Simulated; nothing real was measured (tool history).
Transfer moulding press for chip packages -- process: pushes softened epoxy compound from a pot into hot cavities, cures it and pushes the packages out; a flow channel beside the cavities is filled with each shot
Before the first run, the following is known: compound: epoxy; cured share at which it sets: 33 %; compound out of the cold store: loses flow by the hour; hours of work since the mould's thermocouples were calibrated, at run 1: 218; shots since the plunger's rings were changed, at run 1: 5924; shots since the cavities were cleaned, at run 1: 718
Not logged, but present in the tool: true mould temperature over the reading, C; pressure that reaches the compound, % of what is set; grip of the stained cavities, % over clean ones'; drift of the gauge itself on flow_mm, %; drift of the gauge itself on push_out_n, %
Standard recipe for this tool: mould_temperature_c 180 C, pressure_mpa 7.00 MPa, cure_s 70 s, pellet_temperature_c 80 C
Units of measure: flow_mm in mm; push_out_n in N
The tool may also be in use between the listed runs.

run   hour  mould_temperature_c  pressure_mpa  cure_s  pellet_temperature_c  hours of work since the mould's thermocouples were calibrated  shots since the plunger's rings were changed  shots since the cavities were cleaned  incoming compound's hours out of the cold store  flow_mm  push_out_n
  1    0.0                  180          7.00      70                    80                                                            218                                          5924                                    718                                             38.2      674         699
  2   15.8                  173          7.00      70                    80                                                            226                                          6141                                    935                                             24.4      727        1169
      25.9  -- cavities cleaned with cleaning compound and waxed
      32.6  -- plunger's sealing rings changed
  3   34.6                  173          7.00      70                    87                                                            233                                            27                                     85                                             12.5      842         846
  4   44.3                  173          7.00      70                    87                                                            238                                           159                                    217                                             26.1      790         882
  5   53.7                  180          7.00      70                    80                                                            243                                           287                                    345                                             24.4      784         647
  6   64.3                  180          7.00      70                    80                                                            248                                           432                                    490                                             30.8      777         678
  7   75.3                  180          7.00      70                    80                                                            253                                           582                                    640                                             35.5      753         684
  8   85.4                  185          7.00      70                    80                                                            258                                           719                                    777                                             24.5      784         560
  9   96.0                  185          7.00      70                    80                                                            264                                           865                                    923                                             14.1      797         560
 10  104.4                  185          7.00      70                    80                                                            268                                           980                                   1038                                             13.8      803         570
     106.8  -- cavities cleaned with cleaning compound and waxed
 11  118.4                  185          7.00      70                    80                                                            274                                          1150                                    158                                             34.3      736         424
 12  132.4                  180          7.00      75                    80                                                            281                                          1341                                    349                                             26.7      779         521
 13  143.7                  180          7.50      70                    80                                                            287                                          1496                                    504                                             26.8      786         680
 14  157.4                  180          7.50      70                    80                                                            294                                          1683                                    691                                             19.8      815         722
 15  172.2                  180          7.50      70                    80                                                            301                                          1884                                    892                                             29.0      778         762
     175.2  -- mould's thermocouples calibrated
     186.7  -- cavities cleaned with cleaning compound and waxed
 16  186.7                  180          7.50      70                    80                                                              5                                          2035                                      0                                             31.1      775         454
 17  203.1                  180          7.50      70                    80                                                             13                                          2259                                    224                                              8.5      848         627
 18  210.9                  180          8.49      70                    80                                                             17                                          2365                                    330                                             16.8      862         612
 19  223.7                  178          5.41      52                    84                                                             24                                          2541                                    506                                             14.0      701        1545
 20  233.1                  178          5.41      52                    84                                                             28                                          2669                                    634                                             42.6      631        1499
 21  242.8                  178          5.41      52                    84                                                             33                                          2801                                    766                                             38.4      630        1551
 22  253.7                  180          7.00      70                    71                                                             39                                          2950                                    915                                             30.2      730         766
     264.7  -- mould's thermocouples calibrated, once more
     267.4  -- cavities cleaned with cleaning compound and waxed
 23  270.9                  179          7.45      70                    80                                                              2                                          3137                                     49                                             21.4      774         550
 24  278.3                  187          5.63      99                    73                                                              6                                          3238                                    150                                             40.7      624         282
 25  285.3                  180          7.00      70                    78                                                             10                                          3333                                    245                                             39.6      699         601
 26  301.8                  179          6.47      69                    72                                                             18                                          3559                                    471                                             17.3      742         819
 27  313.3                  181          5.78     100                    85                                                             24                                          3716                                    628                                             37.3      644         382
 28  328.4                  181          5.78     100                    85                                                             31                                          3922                                    834                                             27.6      656         399
     345.7  -- cavities cleaned with cleaning compound and waxed
 29  345.7                  175          5.78      52                    85                                                             39                                          4138                                      0                                             16.7      707        1164

Across each entry between runs, compare the hidden state at the last listed run before it with the hidden state at the first listed run after it:
Run 2 -> run 3: cavities cleaned with cleaning compound and waxed (hour 25.9); plunger's sealing rings changed (hour 32.6)
  true mould temperature over the reading, C: 0.46 -> 0.47; pressure that reaches the compound, % of what is set: 80.07 -> 99.48; grip of the stained cavities, % over clean ones': 59.4 -> 12.4
  difference, measured minus the result without the unlogged condition, flow_mm: -87 -> -3 mm; push_out_n: +419 -> +73 N
Run 10 -> run 11: cavities cleaned with cleaning compound and waxed (hour 106.8)
  true mould temperature over the reading, C: 0.54 -> 0.55; pressure that reaches the compound, % of what is set: 96.42 -> 95.87; grip of the stained cavities, % over clean ones': 62 -> 18.1
  difference, measured minus the result without the unlogged condition, flow_mm: -15 -> -17 mm; push_out_n: +208 -> +53 N
Run 15 -> run 16: mould's thermocouples calibrated (hour 175.2); cavities cleaned with cleaning compound and waxed (hour 186.7)
  true mould temperature over the reading, C: 0.6 -> 0.98; pressure that reaches the compound, % of what is set: 93.54 -> 93.09; grip of the stained cavities, % over clean ones': 57.8 -> 0.1
  difference, measured minus the result without the unlogged condition, flow_mm: -28 -> -30 mm; push_out_n: +259 -> -30 N
Run 22 -> run 23: mould's thermocouples calibrated, once more (hour 264.7); cavities cleaned with cleaning compound and waxed (hour 267.4)
  true mould temperature over the reading, C: 1.05 -> 0.18; pressure that reaches the compound, % of what is set: 90.12 -> 89.54; grip of the stained cavities, % over clean ones': 59.1 -> 7.2
  difference, measured minus the result without the unlogged condition, flow_mm: -41 -> -44 mm; push_out_n: +251 -> +30 N
Run 28 -> run 29: cavities cleaned with cleaning compound and waxed (hour 345.7)
  true mould temperature over the reading, C: 0.24 -> 0.25; pressure that reaches the compound, % of what is set: 87.06 -> 86.38; grip of the stained cavities, % over clean ones': 56.9 -> 1.5
  difference, measured minus the result without the unlogged condition, flow_mm: -48 -> -54 mm; push_out_n: +144 -> +10 N

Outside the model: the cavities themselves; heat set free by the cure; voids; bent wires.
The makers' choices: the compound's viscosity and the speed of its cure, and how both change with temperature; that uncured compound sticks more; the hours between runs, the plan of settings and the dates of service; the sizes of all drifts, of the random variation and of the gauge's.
